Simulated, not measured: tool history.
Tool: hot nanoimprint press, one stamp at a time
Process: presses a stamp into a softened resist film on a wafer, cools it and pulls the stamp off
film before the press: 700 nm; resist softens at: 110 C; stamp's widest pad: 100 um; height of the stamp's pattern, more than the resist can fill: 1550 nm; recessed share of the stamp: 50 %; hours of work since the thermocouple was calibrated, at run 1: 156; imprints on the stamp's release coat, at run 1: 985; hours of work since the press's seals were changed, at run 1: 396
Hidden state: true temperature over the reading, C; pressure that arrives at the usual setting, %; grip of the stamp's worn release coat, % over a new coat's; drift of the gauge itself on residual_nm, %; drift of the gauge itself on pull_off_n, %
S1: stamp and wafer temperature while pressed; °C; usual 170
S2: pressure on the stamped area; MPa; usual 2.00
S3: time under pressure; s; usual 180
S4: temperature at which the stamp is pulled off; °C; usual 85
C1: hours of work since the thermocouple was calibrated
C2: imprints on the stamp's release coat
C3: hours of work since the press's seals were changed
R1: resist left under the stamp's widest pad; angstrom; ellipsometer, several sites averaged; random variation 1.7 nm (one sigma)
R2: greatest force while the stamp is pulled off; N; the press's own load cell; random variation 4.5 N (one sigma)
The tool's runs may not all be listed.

{"run": 1, "hour": 0.0, "S1": 170, "S2": 2.0, "S3": 180, "S4": 85, "C1": 156, "C2": 985, "C3": 396, "R1": 3803, "R2": 262}
{"run": 2, "hour": 30.0, "S1": 170, "S2": 2.0, "S3": 177, "S4": 85, "C1": 173, "C2": 1081, "C3": 413, "R1": 3760, "R2": 262}
{"run": 3, "hour": 52.5, "S1": 170, "S2": 2.0, "S3": 177, "S4": 85, "C1": 186, "C2": 1152, "C3": 426, "R1": 3770, "R2": 281}
{"run": 4, "hour": 71.2, "S1": 170, "S2": 2.0, "S3": 177, "S4": 85, "C1": 197, "C2": 1212, "C3": 437, "R1": 3830, "R2": 269}
{"hour": 107.2, "done": "stamp cleaned and given a new release coat"}
{"run": 5, "hour": 107.2, "S1": 170, "S2": 1.91, "S3": 180, "S4": 85, "C1": 214, "C2": 0, "C3": 454, "R1": 3843, "R2": 213}
{"run": 6, "hour": 129.7, "S1": 170, "S2": 1.91, "S3": 180, "S4": 85, "C1": 227, "C2": 72, "C3": 467, "R1": 3808, "R2": 212}
{"run": 7, "hour": 150.1, "S1": 172, "S2": 1.91, "S3": 180, "S4": 90, "C1": 238, "C2": 136, "C3": 479, "R1": 3466, "R2": 220}
{"run": 8, "hour": 167.0, "S1": 166, "S2": 1.46, "S3": 296, "S4": 75, "C1": 248, "C2": 190, "C3": 488, "R1": 4429, "R2": 252}
{"run": 9, "hour": 186.9, "S1": 166, "S2": 1.46, "S3": 102, "S4": 75, "C1": 260, "C2": 253, "C3": 500, "R1": 5618, "R2": 242}
{"run": 10, "hour": 212.0, "S1": 169, "S2": 1.95, "S3": 102, "S4": 77, "C1": 274, "C2": 333, "C3": 514, "R1": 4667, "R2": 246}
{"run": 11, "hour": 230.1, "S1": 169, "S2": 1.64, "S3": 102, "S4": 77, "C1": 284, "C2": 390, "C3": 524, "R1": 4919, "R2": 259}
{"run": 12, "hour": 250.1, "S1": 169, "S2": 1.64, "S3": 102, "S4": 77, "C1": 296, "C2": 454, "C3": 536, "R1": 4909, "R2": 259}

How the hidden state differs across the entries between the runs, from the last listed run before each to the first after it:
Between runs 4 and 5: stamp cleaned and given a new release coat (hour 107.2)
  true temperature over the reading, C: 0.71 -> 0.77; pressure that arrives at the usual setting, %: 96.76 -> 96.62; grip of the stamp's worn release coat, % over a new coat's: 23.4 -> 0
  measured less the result without the state, R1: -78 -> -88 angstrom; R2: +49 -> -2 N

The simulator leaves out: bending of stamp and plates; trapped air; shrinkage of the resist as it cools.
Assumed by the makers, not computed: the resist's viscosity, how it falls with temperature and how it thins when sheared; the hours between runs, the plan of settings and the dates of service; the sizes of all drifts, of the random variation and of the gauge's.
